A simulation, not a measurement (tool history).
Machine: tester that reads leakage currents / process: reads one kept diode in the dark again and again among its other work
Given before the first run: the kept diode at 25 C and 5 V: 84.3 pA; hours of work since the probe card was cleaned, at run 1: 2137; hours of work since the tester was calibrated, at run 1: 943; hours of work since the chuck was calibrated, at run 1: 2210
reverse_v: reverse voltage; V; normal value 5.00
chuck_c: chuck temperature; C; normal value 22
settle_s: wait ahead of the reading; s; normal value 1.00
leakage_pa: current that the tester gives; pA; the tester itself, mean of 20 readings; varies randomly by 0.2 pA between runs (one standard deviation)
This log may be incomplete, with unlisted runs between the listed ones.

| run | hour | reverse_v | chuck_c | settle_s | hours of work since the probe card was cleaned | hours of work since the tester was calibrated | hours of work since the chuck was calibrated | leakage_pa |
|---|---|---|---|---|---|---|---|---|
| 1 | 0.0 | 5.00 | 22 | 1.00 | 2137 | 943 | 2210 | 58.51 |
|  | 14.1 | chuck's temperature calibrated |
| 2 | 37.6 | 5.00 | 22 | 1.00 | 2162 | 968 | 17 | 57.50 |
| 3 | 73.1 | 5.00 | 22 | 1.00 | 2187 | 993 | 42 | 57.38 |
| 4 | 115.5 | 5.00 | 23 | 1.00 | 2217 | 1023 | 72 | 62.63 |
| 5 | 161.9 | 5.00 | 23 | 1.00 | 2250 | 1056 | 104 | 62.34 |
| 6 | 193.9 | 1.46 | 22 | 1.00 | 2273 | 1078 | 127 | 35.56 |
|  | 213.0 | probe card cleaned and baked |
| 7 | 226.0 | 1.46 | 22 | 1.00 | 9 | 1099 | 148 | 33.84 |
| 8 | 266.3 | 1.46 | 22 | 1.00 | 38 | 1127 | 176 | 33.92 |
|  | 315.5 | chuck's temperature calibrated, once more |
| 9 | 317.1 | 13.23 | 22 | 1.00 | 72 | 1162 | 1 | 90.31 |
| 10 | 372.2 | 13.23 | 22 | 0.90 | 111 | 1201 | 40 | 90.90 |
| 11 | 402.0 | 13.23 | 22 | 0.90 | 132 | 1222 | 61 | 90.11 |
| 12 | 438.2 | 13.23 | 22 | 0.90 | 158 | 1247 | 87 | 90.46 |
| 13 | 471.4 | 13.23 | 22 | 0.90 | 181 | 1271 | 110 | 90.23 |
| 14 | 511.9 | 1.49 | 22 | 1.00 | 210 | 1299 | 139 | 41.43 |
| 15 | 534.3 | 2.31 | 33 | 1.22 | 226 | 1315 | 155 | 137.10 |
| 16 | 575.5 | 15.39 | 57 | 1.00 | 255 | 1344 | 184 | 2030.15 |
| 17 | 607.3 | 15.39 | 57 | 1.00 | 277 | 1367 | 206 | 2015.75 |
| 18 | 663.1 | 15.39 | 57 | 1.00 | 317 | 1406 | 246 | 2019.83 |
| 19 | 696.4 | 15.39 | 57 | 1.00 | 340 | 1430 | 269 | 2008.46 |
| 20 | 726.9 | 1.37 | 47 | 1.13 | 362 | 1451 | 291 | 394.03 |
| 21 | 782.1 | 1.69 | 49 | 9.06 | 401 | 1490 | 330 | 496.74 |
| 22 | 827.9 | 5.00 | 37 | 1.00 | 433 | 1523 | 362 | 253.22 |
| 23 | 882.9 | 5.00 | 37 | 1.00 | 472 | 1561 | 401 | 252.32 |
| 24 | 920.4 | 5.00 | 22 | 6.16 | 498 | 1588 | 427 | 61.54 |
| 25 | 969.3 | 11.61 | 54 | 1.00 | 533 | 1622 | 462 | 1423.10 |
| 26 | 1009.2 | 5.00 | 26 | 1.00 | 561 | 1651 | 490 | 91.44 |
| 27 | 1060.7 | 5.87 | 21 | 1.00 | 597 | 1687 | 526 | 59.86 |
| 28 | 1105.2 | 7.31 | 23 | 1.72 | 629 | 1718 | 558 | 77.61 |

Each row is a separate what-if for the run after 28, all from the same tool condition, not one after another. Results?
| A | 1160.7 | 7.31 | 23 | 0.41 | 668 | 1758 | 597 | ? |
| B | 1160.7 | 7.31 | 25 | 1.72 | 668 | 1758 | 597 | ? |
| C | 1160.7 | 5.00 | 22 | 1.62 | 668 | 1758 | 597 | ? |

| run | leakage_pa |
|---|---|
| A | 81.28 |
| B | 93.32 |
| C | 61.36 |
Had the tool no hidden state, the same runs would have come out as:
| run | leakage_pa |
|---|---|
| A | 83.71 |
| B | 96.69 |
| C | 63.60 |
